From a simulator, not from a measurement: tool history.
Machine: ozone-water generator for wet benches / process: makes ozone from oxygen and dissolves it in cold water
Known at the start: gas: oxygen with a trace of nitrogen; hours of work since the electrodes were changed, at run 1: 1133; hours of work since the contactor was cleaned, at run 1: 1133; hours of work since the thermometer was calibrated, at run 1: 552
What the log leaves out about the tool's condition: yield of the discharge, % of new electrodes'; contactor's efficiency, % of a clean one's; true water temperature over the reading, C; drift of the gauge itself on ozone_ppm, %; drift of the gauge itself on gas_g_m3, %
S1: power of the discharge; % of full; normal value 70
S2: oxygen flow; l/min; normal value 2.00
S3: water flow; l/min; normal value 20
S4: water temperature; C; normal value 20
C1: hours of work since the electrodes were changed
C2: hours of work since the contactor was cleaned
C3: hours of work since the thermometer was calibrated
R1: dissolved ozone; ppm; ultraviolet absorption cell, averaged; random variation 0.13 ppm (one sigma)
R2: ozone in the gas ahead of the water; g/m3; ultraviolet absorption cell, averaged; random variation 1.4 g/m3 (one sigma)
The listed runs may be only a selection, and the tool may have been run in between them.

{"run": 1, "hour": 0.0, "S1": 70, "S2": 2.0, "S3": 20, "S4": 20, "C1": 1133, "C2": 1133, "C3": 552, "R1": 13.0, "R2": 256.0}
{"run": 2, "hour": 33.6, "S1": 70, "S2": 2.0, "S3": 20, "S4": 20, "C1": 1155, "C2": 1155, "C3": 574, "R1": 13.0, "R2": 257.3}
{"run": 3, "hour": 76.2, "S1": 70, "S2": 1.0, "S3": 20, "S4": 20, "C1": 1182, "C2": 1182, "C3": 601, "R1": 11.3, "R2": 392.7}
{"run": 4, "hour": 126.0, "S1": 70, "S2": 1.0, "S3": 20, "S4": 20, "C1": 1214, "C2": 1214, "C3": 633, "R1": 11.4, "R2": 390.7}
{"run": 5, "hour": 162.7, "S1": 90, "S2": 1.0, "S3": 20, "S4": 20, "C1": 1237, "C2": 1237, "C3": 656, "R1": 13.6, "R2": 477.2}
{"run": 6, "hour": 207.6, "S1": 48, "S2": 2.0, "S3": 20, "S4": 20, "C1": 1266, "C2": 1266, "C3": 685, "R1": 9.7, "R2": 189.1}
{"run": 7, "hour": 231.5, "S1": 70, "S2": 2.0, "S3": 17, "S4": 20, "C1": 1281, "C2": 1281, "C3": 700, "R1": 15.3, "R2": 257.1}
{"run": 8, "hour": 281.3, "S1": 70, "S2": 2.0, "S3": 17, "S4": 20, "C1": 1313, "C2": 1313, "C3": 732, "R1": 14.9, "R2": 255.6}
{"run": 9, "hour": 309.6, "S1": 70, "S2": 2.0, "S3": 20, "S4": 20, "C1": 1331, "C2": 1331, "C3": 750, "R1": 12.9, "R2": 255.8}
{"run": 10, "hour": 338.0, "S1": 70, "S2": 2.0, "S3": 20, "S4": 20, "C1": 1349, "C2": 1349, "C3": 768, "R1": 13.0, "R2": 254.8}
{"run": 11, "hour": 380.3, "S1": 70, "S2": 2.0, "S3": 20, "S4": 20, "C1": 1376, "C2": 1376, "C3": 795, "R1": 12.7, "R2": 254.4}
{"run": 12, "hour": 422.6, "S1": 70, "S2": 2.0, "S3": 20, "S4": 20, "C1": 1403, "C2": 1403, "C3": 822, "R1": 12.7, "R2": 255.3}
{"run": 13, "hour": 452.0, "S1": 70, "S2": 2.0, "S3": 20, "S4": 15, "C1": 1422, "C2": 1422, "C3": 841, "R1": 13.1, "R2": 254.3}
{"run": 14, "hour": 501.2, "S1": 70, "S2": 2.0, "S3": 20, "S4": 15, "C1": 1453, "C2": 1453, "C3": 872, "R1": 13.2, "R2": 256.3}
{"run": 15, "hour": 547.0, "S1": 70, "S2": 2.0, "S3": 20, "S4": 16, "C1": 1483, "C2": 1483, "C3": 902, "R1": 13.4, "R2": 253.9}
{"run": 16, "hour": 576.8, "S1": 70, "S2": 2.0, "S3": 20, "S4": 16, "C1": 1502, "C2": 1502, "C3": 921, "R1": 13.4, "R2": 255.4}
{"run": 17, "hour": 604.5, "S1": 70, "S2": 2.0, "S3": 20, "S4": 16, "C1": 1519, "C2": 1519, "C3": 938, "R1": 13.2, "R2": 255.2}
{"run": 18, "hour": 645.2, "S1": 70, "S2": 3.5, "S3": 25, "S4": 16, "C1": 1545, "C2": 1545, "C3": 964, "R1": 11.4, "R2": 180.3}
{"run": 19, "hour": 672.8, "S1": 52, "S2": 2.0, "S3": 15, "S4": 20, "C1": 1563, "C2": 1563, "C3": 982, "R1": 13.2, "R2": 200.5}
{"run": 20, "hour": 713.4, "S1": 52, "S2": 2.0, "S3": 15, "S4": 20, "C1": 1589, "C2": 1589, "C3": 1008, "R1": 13.2, "R2": 201.2}
{"run": 21, "hour": 751.0, "S1": 52, "S2": 2.0, "S3": 15, "S4": 20, "C1": 1613, "C2": 1613, "C3": 1032, "R1": 13.2, "R2": 200.2}
{"run": 22, "hour": 779.6, "S1": 45, "S2": 2.0, "S3": 23, "S4": 20, "C1": 1631, "C2": 1631, "C3": 1050, "R1": 7.9, "R2": 178.2}
{"run": 23, "hour": 807.8, "S1": 55, "S2": 2.56, "S3": 21, "S4": 27, "C1": 1649, "C2": 1649, "C3": 1068, "R1": 9.5, "R2": 180.8}
{"hour": 814.0, "done": "contactor cleaned"}
{"run": 24, "hour": 840.6, "S1": 92, "S2": 2.0, "S3": 20, "S4": 20, "C1": 1667, "C2": 17, "C3": 1087, "R1": 15.6, "R2": 315.3}
{"run": 25, "hour": 871.5, "S1": 72, "S2": 1.27, "S3": 16, "S4": 14, "C1": 1687, "C2": 37, "C3": 1106, "R1": 15.1, "R2": 342.0}
{"run": 26, "hour": 915.3, "S1": 78, "S2": 1.43, "S3": 13, "S4": 27, "C1": 1715, "C2": 65, "C3": 1134, "R1": 18.6, "R2": 334.7}
{"run": 27, "hour": 939.9, "S1": 70, "S2": 2.62, "S3": 20, "S4": 13, "C1": 1731, "C2": 80, "C3": 1150, "R1": 13.7, "R2": 214.4}
{"run": 28, "hour": 978.5, "S1": 70, "S2": 2.62, "S3": 20, "S4": 13, "C1": 1756, "C2": 105, "C3": 1175, "R1": 13.8, "R2": 215.9}
{"run": 29, "hour": 1024.3, "S1": 43, "S2": 2.19, "S3": 19, "S4": 13, "C1": 1785, "C2": 134, "C3": 1204, "R1": 9.6, "R2": 164.3}
{"hour": 1047.0, "done": "contactor cleaned, once more"}
{"run": 30, "hour": 1072.5, "S1": 61, "S2": 1.02, "S3": 24, "S4": 20, "C1": 1813, "C2": 16, "C3": 1232, "R1": 8.3, "R2": 345.1}
{"run": 31, "hour": 1123.2, "S1": 70, "S2": 2.0, "S3": 15, "S4": 20, "C1": 1845, "C2": 49, "C3": 1265, "R1": 16.6, "R2": 252.6}
{"run": 32, "hour": 1162.8, "S1": 70, "S2": 2.0, "S3": 15, "S4": 20, "C1": 1871, "C2": 74, "C3": 1290, "R1": 16.9, "R2": 252.7}
{"run": 33, "hour": 1195.2, "S1": 70, "S2": 1.65, "S3": 23, "S4": 20, "C1": 1891, "C2": 95, "C3": 1311, "R1": 10.9, "R2": 284.7}

Entry by entry between the runs, the difference in hidden state between the last listed run before and the first listed run after:
In the gap between runs 23 and 24: contactor cleaned (hour 814.0)
  contactor's efficiency, % of a clean one's: 96.2 -> 94.2
  the result without the hidden state subtracted from the measured one, R1: -0.4 -> -1.1 ppm; R2: -4.3 -> -11.5 g/m3
In the gap between runs 29 and 30: contactor cleaned, once more (hour 1047.0)
  yield of the discharge, % of new electrodes': 96.9 -> 96.8; contactor's efficiency, % of a clean one's: 94.1 -> 98.9
  the result without the hidden state subtracted from the measured one, R1: -0.5 -> -0.3 ppm; R2: -3.2 -> -10.2 g/m3
